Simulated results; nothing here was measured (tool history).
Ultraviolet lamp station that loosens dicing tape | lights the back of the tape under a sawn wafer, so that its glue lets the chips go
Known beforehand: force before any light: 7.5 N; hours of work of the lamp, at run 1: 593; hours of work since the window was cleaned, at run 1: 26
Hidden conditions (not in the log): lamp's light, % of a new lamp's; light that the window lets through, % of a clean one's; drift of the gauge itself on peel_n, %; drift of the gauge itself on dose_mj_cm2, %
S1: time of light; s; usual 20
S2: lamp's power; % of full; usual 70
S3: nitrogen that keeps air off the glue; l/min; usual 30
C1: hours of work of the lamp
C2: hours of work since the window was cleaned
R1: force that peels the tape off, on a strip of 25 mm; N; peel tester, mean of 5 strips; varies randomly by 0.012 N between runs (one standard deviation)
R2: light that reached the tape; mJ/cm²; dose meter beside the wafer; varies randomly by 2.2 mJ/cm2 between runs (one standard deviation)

{"run": 1, "hour": 0.0, "S1": 20, "S2": 70, "S3": 30, "C1": 593, "C2": 26, "R1": 0.529, "R2": 201}
{"run": 2, "hour": 57.3, "S1": 20, "S2": 70, "S3": 30, "C1": 636, "C2": 69, "R1": 0.506, "R2": 201}
{"run": 3, "hour": 116.4, "S1": 20, "S2": 70, "S3": 30, "C1": 680, "C2": 113, "R1": 0.551, "R2": 200}
{"hour": 138.6, "done": "lamp changed"}
{"run": 4, "hour": 156.2, "S1": 20, "S2": 70, "S3": 30, "C1": 13, "C2": 142, "R1": 0.539, "R2": 199}
{"run": 5, "hour": 227.7, "S1": 20, "S2": 70, "S3": 30, "C1": 67, "C2": 196, "R1": 0.528, "R2": 209}
{"run": 6, "hour": 298.6, "S1": 20, "S2": 70, "S3": 41, "C1": 120, "C2": 249, "R1": 0.385, "R2": 204}
{"run": 7, "hour": 339.4, "S1": 20, "S2": 67, "S3": 41, "C1": 151, "C2": 280, "R1": 0.434, "R2": 192}
{"run": 8, "hour": 395.9, "S1": 20, "S2": 67, "S3": 41, "C1": 193, "C2": 322, "R1": 0.465, "R2": 192}
{"run": 9, "hour": 470.5, "S1": 20, "S2": 67, "S3": 41, "C1": 249, "C2": 378, "R1": 0.448, "R2": 196}
{"run": 10, "hour": 544.6, "S1": 20, "S2": 67, "S3": 41, "C1": 304, "C2": 434, "R1": 0.443, "R2": 191}
{"run": 11, "hour": 609.8, "S1": 20, "S2": 96, "S3": 30, "C1": 353, "C2": 482, "R1": 0.226, "R2": 275}
{"run": 12, "hour": 681.9, "S1": 20, "S2": 70, "S3": 30, "C1": 407, "C2": 537, "R1": 0.542, "R2": 199}
{"run": 13, "hour": 713.9, "S1": 20, "S2": 67, "S3": 30, "C1": 431, "C2": 560, "R1": 0.602, "R2": 195}
{"run": 14, "hour": 769.6, "S1": 20, "S2": 70, "S3": 30, "C1": 473, "C2": 602, "R1": 0.533, "R2": 203}
{"hour": 790.0, "done": "window cleaned of glue's vapour"}
{"run": 15, "hour": 834.8, "S1": 20, "S2": 70, "S3": 30, "C1": 522, "C2": 34, "R1": 0.544, "R2": 205}
{"run": 16, "hour": 879.0, "S1": 18, "S2": 70, "S3": 19, "C1": 555, "C2": 67, "R1": 0.99, "R2": 180}
{"run": 17, "hour": 931.3, "S1": 21, "S2": 78, "S3": 18, "C1": 594, "C2": 106, "R1": 0.602, "R2": 240}
{"run": 18, "hour": 1001.9, "S1": 18, "S2": 74, "S3": 30, "C1": 647, "C2": 159, "R1": 0.612, "R2": 192}
{"run": 19, "hour": 1044.2, "S1": 12, "S2": 88, "S3": 24, "C1": 679, "C2": 191, "R1": 1.204, "R2": 155}
{"hour": 1063.6, "done": "lamp changed"}
{"run": 20, "hour": 1087.0, "S1": 25, "S2": 85, "S3": 15, "C1": 18, "C2": 222, "R1": 0.384, "R2": 307}
{"run": 21, "hour": 1130.2, "S1": 24, "S2": 70, "S3": 30, "C1": 50, "C2": 254, "R1": 0.326, "R2": 243}
{"run": 22, "hour": 1188.6, "S1": 17, "S2": 88, "S3": 12, "C1": 94, "C2": 298, "R1": 1.045, "R2": 213}
{"run": 23, "hour": 1257.8, "S1": 28, "S2": 97, "S3": 30, "C1": 146, "C2": 350, "R1": 0.088, "R2": 391}
{"run": 24, "hour": 1302.8, "S1": 28, "S2": 97, "S3": 30, "C1": 179, "C2": 384, "R1": 0.082, "R2": 394}
{"run": 25, "hour": 1370.4, "S1": 28, "S2": 97, "S3": 30, "C1": 230, "C2": 434, "R1": 0.086, "R2": 390}
{"run": 26, "hour": 1409.4, "S1": 32, "S2": 83, "S3": 20, "C1": 259, "C2": 464, "R1": 0.145, "R2": 386}
{"run": 27, "hour": 1456.4, "S1": 20, "S2": 64, "S3": 34, "C1": 295, "C2": 499, "R1": 0.605, "R2": 183}
{"run": 28, "hour": 1509.0, "S1": 20, "S2": 69, "S3": 34, "C1": 334, "C2": 538, "R1": 0.504, "R2": 198}
{"run": 29, "hour": 1551.3, "S1": 24, "S2": 62, "S3": 30, "C1": 366, "C2": 570, "R1": 0.471, "R2": 212}

What if the next run were any one of these 5? Each begins from the tool's condition after run 29:
{"hour": 1610.7, "done": "window cleaned of glue's vapour"}
{"run": "A", "hour": 1615.9, "S1": 20, "S2": 98, "S3": 29, "C1": 414, "C2": 4, "R1": "?", "R2": "?"}
{"hour": 1610.7, "done": "window cleaned of glue's vapour"}
{"run": "B", "hour": 1615.9, "S1": 20, "S2": 70, "S3": 16, "C1": 414, "C2": 4, "R1": "?", "R2": "?"}
{"hour": 1610.7, "done": "window cleaned of glue's vapour"}
{"run": "C", "hour": 1615.9, "S1": 15, "S2": 82, "S3": 10, "C1": 414, "C2": 4, "R1": "?", "R2": "?"}
{"hour": 1610.7, "done": "window cleaned of glue's vapour"}
{"run": "D", "hour": 1615.9, "S1": 20, "S2": 74, "S3": 30, "C1": 414, "C2": 4, "R1": "?", "R2": "?"}
{"hour": 1610.7, "done": "window cleaned of glue's vapour"}
{"run": "E", "hour": 1615.9, "S1": 24, "S2": 66, "S3": 11, "C1": 414, "C2": 4, "R1": "?", "R2": "?"}

run=A R1=0.209 R2=284
run=B R1=0.993 R2=201
run=C R1=1.756 R2=178
run=D R1=0.470 R2=211
run=E R1=1.040 R2=228
The same runs, with their run-to-run variation unchanged, on a tool lacking any hidden condition would have given:
run=A R1=0.208 R2=284
run=B R1=0.989 R2=201
run=C R1=1.751 R2=178
run=D R1=0.468 R2=211
run=E R1=1.036 R2=228
